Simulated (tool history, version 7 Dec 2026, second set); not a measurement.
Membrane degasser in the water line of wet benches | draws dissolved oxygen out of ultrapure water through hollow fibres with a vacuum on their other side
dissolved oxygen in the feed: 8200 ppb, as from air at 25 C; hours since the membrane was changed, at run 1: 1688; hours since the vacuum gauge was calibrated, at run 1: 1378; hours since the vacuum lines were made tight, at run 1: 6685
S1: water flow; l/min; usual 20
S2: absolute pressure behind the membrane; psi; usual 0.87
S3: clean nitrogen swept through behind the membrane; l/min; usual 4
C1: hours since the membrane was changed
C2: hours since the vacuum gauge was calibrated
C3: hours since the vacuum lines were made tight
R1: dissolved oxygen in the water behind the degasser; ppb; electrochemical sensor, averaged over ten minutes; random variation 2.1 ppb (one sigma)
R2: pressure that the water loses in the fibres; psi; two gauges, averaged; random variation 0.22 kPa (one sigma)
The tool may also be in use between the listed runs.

run	day	S1	S2	S3	C1	C2	C3	R1	R2
1	0	20	0.87	4	1688	1378	6685	213.5	7.997
2	7.592	20	0.87	4	1870	1560	6867	219.2	7.958
3	11.992	14	0.87	4	1975	1665	6973	112.3	5.601
4	21.483	14	0.87	4	2203	1893	7200	111.8	5.655
5	28.933	14	0.87	4	2382	2072	7379	114.8	5.616
6	38.904	14	0.87	3.01	2621	2311	7618	124.4	5.7
7	46.142	28	0.87	4	2795	2485	7792	377.3	11.22
8	54.204	28	0.87	4	2988	2678	7986	372.3	11.322
9	58.704	28	0.87	4	3097	2787	8094	382.9	11.345
10	66.938	13	0.87	4	3294	2984	8291	102.3	5.25
11	74.479	13	0.87	4	3475	3165	8472	100.7	5.298
# day 80.658: seals of the vacuum lines changed
12	82.554	13	0.87	4	3667	3357	46	100.7	5.311
13	87.412	20	0.87	4	3783	3473	162	224	8.153
14	97.204	20	0.87	4	4018	3709	397	225	8.128
15	107.483	20	0.87	4	4265	3955	644	228.4	8.173
16	113.417	25	0.748	11.78	4408	4098	786	294	10.16
17	118.654	26	0.748	11.78	4533	4223	912	323.4	10.611
# day 127.688: vacuum gauge calibrated
18	128.85	20	1.213	2.9	4777	28	1156	272.8	8.176
19	138.775	20	1.031	10.35	5016	266	1394	216.5	8.183
20	148.358	20	1.031	10.35	5246	496	1624	215.3	8.184
21	158.225	20	1.031	10.35	5483	733	1861	217.1	8.235
22	165.338	24	0.87	4	5653	904	2032	312.4	9.858
23	172.333	24	0.87	4	5821	1071	2200	313.8	9.881
24	179.817	17	0.6	3.8	6001	1251	2379	158.2	6.973
25	188.829	17	0.6	3.8	6217	1467	2596	156.2	6.998
26	194.088	28	0.863	10.5	6343	1594	2722	371.9	11.626
27	199.788	28	0.863	10.5	6480	1730	2859	378.1	11.59

4 ways to go on from here, each from the tool as it stands after run 27. What would each give?
A	207.758	20	1.668	4	6671	1922	3050	?	?
B	207.758	14	0.582	10.34	6671	1922	3050	?	?
C	207.758	28	0.557	2.68	6671	1922	3050	?	?
D	207.758	22	0.715	2.19	6671	1922	3050	?	?

run	R1	R2
A	300.9	8.258
B	102.4	5.745
C	375.7	11.568
D	282.1	9.085
Without the tool's hidden state the same runs would have given:
run	R1	R2
A	269.6	7.91
B	84.6	5.503
C	327.7	11.082
D	245.7	8.704

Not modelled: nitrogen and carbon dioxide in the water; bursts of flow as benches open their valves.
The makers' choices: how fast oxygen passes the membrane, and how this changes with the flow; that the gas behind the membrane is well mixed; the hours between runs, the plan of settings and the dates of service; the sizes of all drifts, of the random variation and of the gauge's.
